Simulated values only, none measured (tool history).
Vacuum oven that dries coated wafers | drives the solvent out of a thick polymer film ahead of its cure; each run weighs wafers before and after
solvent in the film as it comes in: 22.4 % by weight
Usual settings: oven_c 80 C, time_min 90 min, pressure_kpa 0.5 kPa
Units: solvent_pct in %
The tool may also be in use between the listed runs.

{"run": 1, "hour": 0.0, "oven_c": 80, "time_min": 90, "pressure_kpa": 0.5, "solvent_pct": 1.14}
{"run": 2, "hour": 13.6, "oven_c": 80, "time_min": 90, "pressure_kpa": 0.5, "solvent_pct": 1.11}
{"run": 3, "hour": 25.1, "oven_c": 80, "time_min": 90, "pressure_kpa": 0.261, "solvent_pct": 1.02}
{"run": 4, "hour": 32.6, "oven_c": 80, "time_min": 90, "pressure_kpa": 0.261, "solvent_pct": 1.05}
{"run": 5, "hour": 46.4, "oven_c": 80, "time_min": 90, "pressure_kpa": 0.261, "solvent_pct": 1.07}
{"run": 6, "hour": 61.0, "oven_c": 80, "time_min": 47, "pressure_kpa": 0.5, "solvent_pct": 3.97}
{"run": 7, "hour": 70.6, "oven_c": 80, "time_min": 67, "pressure_kpa": 0.5, "solvent_pct": 2.14}
{"run": 8, "hour": 81.4, "oven_c": 80, "time_min": 67, "pressure_kpa": 0.5, "solvent_pct": 2.25}
{"run": 9, "hour": 92.7, "oven_c": 80, "time_min": 67, "pressure_kpa": 0.5, "solvent_pct": 2.16}
{"run": 10, "hour": 105.6, "oven_c": 80, "time_min": 67, "pressure_kpa": 0.5, "solvent_pct": 2.16}
{"run": 11, "hour": 113.3, "oven_c": 80, "time_min": 67, "pressure_kpa": 0.5, "solvent_pct": 2.15}
{"run": 12, "hour": 126.5, "oven_c": 80, "time_min": 90, "pressure_kpa": 0.5, "solvent_pct": 1.19}
{"run": 13, "hour": 136.7, "oven_c": 80, "time_min": 90, "pressure_kpa": 0.5, "solvent_pct": 1.2}
{"run": 14, "hour": 150.0, "oven_c": 80, "time_min": 90, "pressure_kpa": 0.5, "solvent_pct": 1.2}
{"run": 15, "hour": 162.4, "oven_c": 80, "time_min": 145, "pressure_kpa": 0.5, "solvent_pct": 0.43}
{"run": 16, "hour": 168.7, "oven_c": 80, "time_min": 145, "pressure_kpa": 0.5, "solvent_pct": 0.45}
{"run": 17, "hour": 184.0, "oven_c": 80, "time_min": 145, "pressure_kpa": 0.5, "solvent_pct": 0.48}
{"run": 18, "hour": 197.1, "oven_c": 80, "time_min": 145, "pressure_kpa": 0.5, "solvent_pct": 0.43}
{"run": 19, "hour": 209.3, "oven_c": 68, "time_min": 90, "pressure_kpa": 0.5, "solvent_pct": 5.02}
{"run": 20, "hour": 220.9, "oven_c": 68, "time_min": 90, "pressure_kpa": 0.5, "solvent_pct": 5.04}
{"run": 21, "hour": 232.4, "oven_c": 68, "time_min": 90, "pressure_kpa": 0.5, "solvent_pct": 5.04}
{"run": 22, "hour": 238.6, "oven_c": 68, "time_min": 90, "pressure_kpa": 0.5, "solvent_pct": 5.08}
{"run": 23, "hour": 248.5, "oven_c": 80, "time_min": 90, "pressure_kpa": 0.5, "solvent_pct": 1.2}
{"run": 24, "hour": 255.4, "oven_c": 80, "time_min": 90, "pressure_kpa": 0.5, "solvent_pct": 1.2}
{"run": 25, "hour": 267.7, "oven_c": 72, "time_min": 68, "pressure_kpa": 1.579, "solvent_pct": 5.69}
{"run": 26, "hour": 279.6, "oven_c": 78, "time_min": 90, "pressure_kpa": 0.5, "solvent_pct": 1.67}
{"run": 27, "hour": 293.4, "oven_c": 70, "time_min": 90, "pressure_kpa": 1.479, "solvent_pct": 4.9}
{"run": 28, "hour": 304.8, "oven_c": 86, "time_min": 63, "pressure_kpa": 0.5, "solvent_pct": 1.06}
{"run": 29, "hour": 319.1, "oven_c": 86, "time_min": 108, "pressure_kpa": 0.617, "solvent_pct": 0.39}
{"run": 30, "hour": 328.0, "oven_c": 80, "time_min": 65, "pressure_kpa": 0.5, "solvent_pct": 2.41}
{"run": 31, "hour": 339.8, "oven_c": 74, "time_min": 130, "pressure_kpa": 1.017, "solvent_pct": 1.71}
{"run": 32, "hour": 353.8, "oven_c": 74, "time_min": 130, "pressure_kpa": 1.017, "solvent_pct": 1.76}
{"run": 33, "hour": 363.2, "oven_c": 74, "time_min": 130, "pressure_kpa": 1.017, "solvent_pct": 1.69}
{"run": 34, "hour": 373.8, "oven_c": 83, "time_min": 130, "pressure_kpa": 1.017, "solvent_pct": 0.6}
{"run": 35, "hour": 381.1, "oven_c": 85, "time_min": 105, "pressure_kpa": 0.495, "solvent_pct": 0.42}
{"run": 36, "hour": 393.2, "oven_c": 88, "time_min": 105, "pressure_kpa": 0.437, "solvent_pct": 0.28}
{"run": 37, "hour": 406.9, "oven_c": 88, "time_min": 105, "pressure_kpa": 0.437, "solvent_pct": 0.29}
{"run": 38, "hour": 413.6, "oven_c": 71, "time_min": 58, "pressure_kpa": 1.804, "solvent_pct": 7.32}
{"run": 39, "hour": 423.1, "oven_c": 92, "time_min": 91, "pressure_kpa": 0.5, "solvent_pct": 0.3}
{"run": 40, "hour": 436.6, "oven_c": 92, "time_min": 91, "pressure_kpa": 0.5, "solvent_pct": 0.19}
{"run": 41, "hour": 444.3, "oven_c": 76, "time_min": 81, "pressure_kpa": 1.496, "solvent_pct": 3.22}
{"run": 42, "hour": 455.6, "oven_c": 94, "time_min": 68, "pressure_kpa": 0.345, "solvent_pct": 0.24}
{"run": 43, "hour": 462.0, "oven_c": 87, "time_min": 105, "pressure_kpa": 0.637, "solvent_pct": 0.4}
{"run": 44, "hour": 475.2, "oven_c": 87, "time_min": 105, "pressure_kpa": 0.637, "solvent_pct": 0.43}
{"run": 45, "hour": 486.2, "oven_c": 92, "time_min": 57, "pressure_kpa": 0.5, "solvent_pct": 0.56}
{"run": 46, "hour": 501.2, "oven_c": 92, "time_min": 73, "pressure_kpa": 0.829, "solvent_pct": 0.46}

5 ways to go on from here, each from the tool as it stands after run 46. What would each give?
{"run": "A", "hour": 510.8, "oven_c": 78, "time_min": 85, "pressure_kpa": 1.315, "solvent_pct": "?"}
{"run": "B", "hour": 510.8, "oven_c": 75, "time_min": 71, "pressure_kpa": 0.829, "solvent_pct": "?"}
{"run": "C", "hour": 510.8, "oven_c": 92, "time_min": 73, "pressure_kpa": 0.518, "solvent_pct": "?"}
{"run": "D", "hour": 510.8, "oven_c": 92, "time_min": 50, "pressure_kpa": 1.918, "solvent_pct": "?"}
{"run": "E", "hour": 510.8, "oven_c": 82, "time_min": 73, "pressure_kpa": 0.829, "solvent_pct": "?"}

run=A solvent_pct=2.34
run=B solvent_pct=3.87
run=C solvent_pct=0.32
run=D solvent_pct=1.23
run=E solvent_pct=1.65
Without the tool's hidden state the same runs would have given:
run=A solvent_pct=2
run=B solvent_pct=3.41
run=C solvent_pct=0.24
run=D solvent_pct=1.05
run=E solvent_pct=1.37

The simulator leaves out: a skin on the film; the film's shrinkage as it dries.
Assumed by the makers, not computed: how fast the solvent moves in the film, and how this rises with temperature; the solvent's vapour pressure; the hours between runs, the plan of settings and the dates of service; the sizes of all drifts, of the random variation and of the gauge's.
